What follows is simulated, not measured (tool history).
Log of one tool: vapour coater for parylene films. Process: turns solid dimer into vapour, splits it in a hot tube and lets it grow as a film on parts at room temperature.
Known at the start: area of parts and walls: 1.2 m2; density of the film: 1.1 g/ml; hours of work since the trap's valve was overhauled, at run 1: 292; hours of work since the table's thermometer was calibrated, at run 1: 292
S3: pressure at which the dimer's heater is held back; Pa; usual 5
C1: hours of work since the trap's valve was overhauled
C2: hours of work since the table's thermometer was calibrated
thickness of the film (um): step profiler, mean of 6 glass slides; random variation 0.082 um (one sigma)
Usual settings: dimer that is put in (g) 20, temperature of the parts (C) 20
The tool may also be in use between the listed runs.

{"run": 1, "hour": 0.0, "dimer that is put in (g)": 20, "temperature of the parts (C)": 20, "S3": 5, "C1": 292, "C2": 292, "thickness of the film (um)": 8.96}
{"run": 2, "hour": 49.3, "dimer that is put in (g)": 20, "temperature of the parts (C)": 20, "S3": 5, "C1": 323, "C2": 323, "thickness of the film (um)": 8.95}
{"run": 3, "hour": 90.1, "dimer that is put in (g)": 20, "temperature of the parts (C)": 20, "S3": 5, "C1": 348, "C2": 348, "thickness of the film (um)": 8.8}
{"run": 4, "hour": 145.2, "dimer that is put in (g)": 20, "temperature of the parts (C)": 20, "S3": 5, "C1": 382, "C2": 382, "thickness of the film (um)": 8.67}
{"run": 5, "hour": 177.4, "dimer that is put in (g)": 8, "temperature of the parts (C)": 20, "S3": 5, "C1": 402, "C2": 402, "thickness of the film (um)": 3.54}
{"run": 6, "hour": 226.4, "dimer that is put in (g)": 8, "temperature of the parts (C)": 20, "S3": 5, "C1": 432, "C2": 432, "thickness of the film (um)": 3.43}
{"run": 7, "hour": 261.6, "dimer that is put in (g)": 11, "temperature of the parts (C)": 20, "S3": 5, "C1": 454, "C2": 454, "thickness of the film (um)": 4.74}
{"run": 8, "hour": 321.7, "dimer that is put in (g)": 11, "temperature of the parts (C)": 20, "S3": 5, "C1": 491, "C2": 491, "thickness of the film (um)": 4.61}
{"hour": 366.0, "done": "trap's valve overhauled"}
{"run": 9, "hour": 377.9, "dimer that is put in (g)": 11, "temperature of the parts (C)": 20, "S3": 5, "C1": 7, "C2": 524, "thickness of the film (um)": 4.21}
{"run": 10, "hour": 423.8, "dimer that is put in (g)": 11, "temperature of the parts (C)": 20, "S3": 5, "C1": 36, "C2": 552, "thickness of the film (um)": 4.1}
{"run": 11, "hour": 471.0, "dimer that is put in (g)": 11, "temperature of the parts (C)": 20, "S3": 5, "C1": 65, "C2": 581, "thickness of the film (um)": 4.06}

Forecast run 12:
{"run": 12, "hour": 514.6, "dimer that is put in (g)": 11, "temperature of the parts (C)": 20, "S3": 5, "C1": 92, "C2": 608, "thickness of the film (um)": "?"}

{"run 12": {"thickness of the film (um)": 4.04}}
Without the tool's hidden state the same run would have given thickness of the film (um) 5.41.

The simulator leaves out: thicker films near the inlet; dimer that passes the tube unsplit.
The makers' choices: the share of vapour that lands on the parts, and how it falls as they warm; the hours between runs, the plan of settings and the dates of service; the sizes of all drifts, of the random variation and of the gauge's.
